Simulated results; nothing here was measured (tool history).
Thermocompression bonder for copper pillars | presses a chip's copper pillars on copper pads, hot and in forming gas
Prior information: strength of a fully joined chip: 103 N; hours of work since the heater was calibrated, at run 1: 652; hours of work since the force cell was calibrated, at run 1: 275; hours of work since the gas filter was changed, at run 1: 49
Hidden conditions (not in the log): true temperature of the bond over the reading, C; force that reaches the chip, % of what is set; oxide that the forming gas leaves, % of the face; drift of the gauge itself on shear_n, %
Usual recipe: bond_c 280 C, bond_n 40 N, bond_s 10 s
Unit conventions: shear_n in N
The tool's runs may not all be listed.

run,hour,bond_c,bond_n,bond_s,hours of work since the heater was calibrated,hours of work since the force cell was calibrated,hours of work since the gas filter was changed,shear_n
1,0,280,40,10,652,275,49,52.7
2,19,280,40,10,662,286,60,53.2
3,42.9,280,40,5,675,299,73,41.1
4,60.8,280,40,5,685,308,82,40.7
5,75.3,280,40,5,693,316,90,41.5
6,99.2,280,32,10,706,329,103,45.6
7,112.3,280,32,10,713,336,110,46.8
8,134.9,280,40,13,725,349,123,54.8
9,146,280,40,13,731,355,129,55.5
10,161.4,284,40,13,740,363,137,57.4
11,182.2,284,40,13,751,375,149,58.6
# hour 191: forming gas filter changed
12,205.6,284,40,13,764,387,8,60.5
13,232.6,284,40,13,778,402,23,62.1
14,250.1,284,40,13,788,411,32,60.8
15,271.6,284,40,13,800,423,44,58.4
16,283,280,40,6,806,429,50,43.4
17,304.4,280,40,10,817,441,62,51.7
18,327.3,280,40,10,830,453,74,50.7
# hour 343.7: heater calibrated with a thermocouple chip
19,351.7,280,42,10,4,466,87,58.2
20,363.1,280,42,10,11,472,93,58.3
21,386.4,280,42,10,23,485,106,59.8
22,397.6,275,34,26,29,491,112,67.3
23,416.4,275,34,26,40,501,122,66.3
24,443.1,280,33,16,54,516,136,58.9
25,462.6,265,45,16,65,526,147,56.9
# hour 475.3: forming gas filter changed
26,478,293,45,16,73,534,2,82.7
27,494.4,293,45,16,82,543,10,78.2
28,511.6,293,45,16,91,553,20,78.3
29,530.9,252,40,10,102,563,30,41.6
30,544.8,276,29,9,109,571,38,46.1
31,566.7,276,29,9,121,583,50,45.8
32,584.2,278,40,15,131,592,59,63.2
33,606.7,278,40,5,143,605,72,44
34,625.1,278,47,5,153,615,82,46.8
35,643.7,271,57,10,163,625,92,58.5
36,668.2,271,57,10,177,638,105,59.1
37,693.2,281,57,10,190,652,119,64.2
38,707,288,48,12,198,659,126,68.3
39,718.6,285,37,8,204,666,133,53
40,731.3,285,37,8,211,673,140,51.1

Hidden condition of the tool, last listed run before each entry between runs versus first listed run after:
From run 11 to run 12: forming gas filter changed (hour 191)
  true temperature of the bond over the reading, C: -10.5 -> -10.7; oxide that the forming gas leaves, % of the face: 7.89 -> 1
  measured value less the no-hidden-state value, shear_n: -12.4 -> -8 N
From run 18 to run 19: heater calibrated with a thermocouple chip (hour 343.7)
  true temperature of the bond over the reading, C: -11.8 -> 0.5; force that reaches the chip, % of what is set: 97.5 -> 97.4; oxide that the forming gas leaves, % of the face: 4.26 -> 4.88
  measured value less the no-hidden-state value, shear_n: -10.6 -> -3 N
From run 25 to run 26: forming gas filter changed (hour 475.3)
  true temperature of the bond over the reading, C: -0.5 -> -0.6; force that reaches the chip, % of what is set: 97.2 -> 97.1; oxide that the forming gas leaves, % of the face: 7.92 -> 0.67
  measured value less the no-hidden-state value, shear_n: -5.7 -> -1.2 N

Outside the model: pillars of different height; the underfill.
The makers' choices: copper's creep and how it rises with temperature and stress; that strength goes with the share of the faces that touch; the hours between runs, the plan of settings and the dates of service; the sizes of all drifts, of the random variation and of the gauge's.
